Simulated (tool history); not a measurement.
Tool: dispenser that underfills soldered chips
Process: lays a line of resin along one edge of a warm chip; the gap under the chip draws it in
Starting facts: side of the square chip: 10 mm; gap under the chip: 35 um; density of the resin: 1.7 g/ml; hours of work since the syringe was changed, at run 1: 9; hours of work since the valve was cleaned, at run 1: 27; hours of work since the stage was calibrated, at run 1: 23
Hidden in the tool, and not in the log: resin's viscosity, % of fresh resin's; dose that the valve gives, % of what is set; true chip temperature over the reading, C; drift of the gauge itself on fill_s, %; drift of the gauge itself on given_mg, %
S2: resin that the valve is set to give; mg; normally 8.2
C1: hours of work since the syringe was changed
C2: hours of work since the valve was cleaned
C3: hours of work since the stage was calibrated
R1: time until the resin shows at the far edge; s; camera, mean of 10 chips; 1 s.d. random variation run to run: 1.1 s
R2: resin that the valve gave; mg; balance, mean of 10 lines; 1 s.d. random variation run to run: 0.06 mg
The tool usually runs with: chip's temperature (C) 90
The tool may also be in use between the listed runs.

run 1 hour=0 | chip's_temperature_(C)=90 S2=8.2 | C1=9 C2=27 C3=23 | R1=174.4 R2=8.01
-- hour=4.2 new syringe of resin
run 2 hour=5.3 | chip's_temperature_(C)=90 S2=8.2 | C1=1 C2=30 C3=26 | R1=108.5 R2=7.95
run 3 hour=8.2 | chip's_temperature_(C)=90 S2=8.2 | C1=2 C2=32 C3=28 | R1=120.1 R2=8
run 4 hour=11.4 | chip's_temperature_(C)=90 S2=8.2 | C1=4 C2=34 C3=30 | R1=131.5 R2=8.1
run 5 hour=16 | chip's_temperature_(C)=90 S2=8.2 | C1=7 C2=37 C3=32 | R1=153 R2=8.01
run 6 hour=21.3 | chip's_temperature_(C)=90 S2=8.2 | C1=11 C2=40 C3=36 | R1=182 R2=8.03
-- hour=22.4 new syringe of resin
run 7 hour=24.4 | chip's_temperature_(C)=90 S2=8.2 | C1=1 C2=42 C3=37 | R1=114.6 R2=7.93
run 8 hour=29.4 | chip's_temperature_(C)=90 S2=8.2 | C1=4 C2=45 C3=41 | R1=133.1 R2=7.99
run 9 hour=32.4 | chip's_temperature_(C)=97 S2=7.31 | C1=6 C2=47 C3=42 | R1=109.4 R2=7.11
run 10 hour=37.5 | chip's_temperature_(C)=97 S2=7.82 | C1=9 C2=50 C3=46 | R1=127.5 R2=7.45
-- hour=40.5 new syringe of resin
run 11 hour=41.1 | chip's_temperature_(C)=89 S2=8.53 | C1=0 C2=52 C3=48 | R1=110.9 R2=8.18
run 12 hour=45.2 | chip's_temperature_(C)=101 S2=8.2 | C1=3 C2=55 C3=50 | R1=74.5 R2=7.81

4 options for the next run, each taken on its own from the tool as it stands now. Forecast them:
run A hour=50 | chip's_temperature_(C)=91 S2=8.2 | C1=6 C2=58 C3=53 | R1=? R2=?
run B hour=50 | chip's_temperature_(C)=91 S2=8.7 | C1=6 C2=58 C3=53 | R1=? R2=?
run C hour=50 | chip's_temperature_(C)=102 S2=8.2 | C1=6 C2=58 C3=53 | R1=? R2=?
run D hour=50 | chip's_temperature_(C)=91 S2=9.15 | C1=6 C2=58 C3=53 | R1=? R2=?

run=A R1=136.3 R2=7.77
run=B R1=134 R2=8.32
run=C R1=81.2 R2=7.86
run=D R1=133.7 R2=8.69
Without the tool's hidden state the same runs would have given:
run=A R1=101.8 R2=8.13
run=B R1=100.3 R2=8.7
run=C R1=60.7 R2=8.22
run=D R1=100.3 R2=9.08
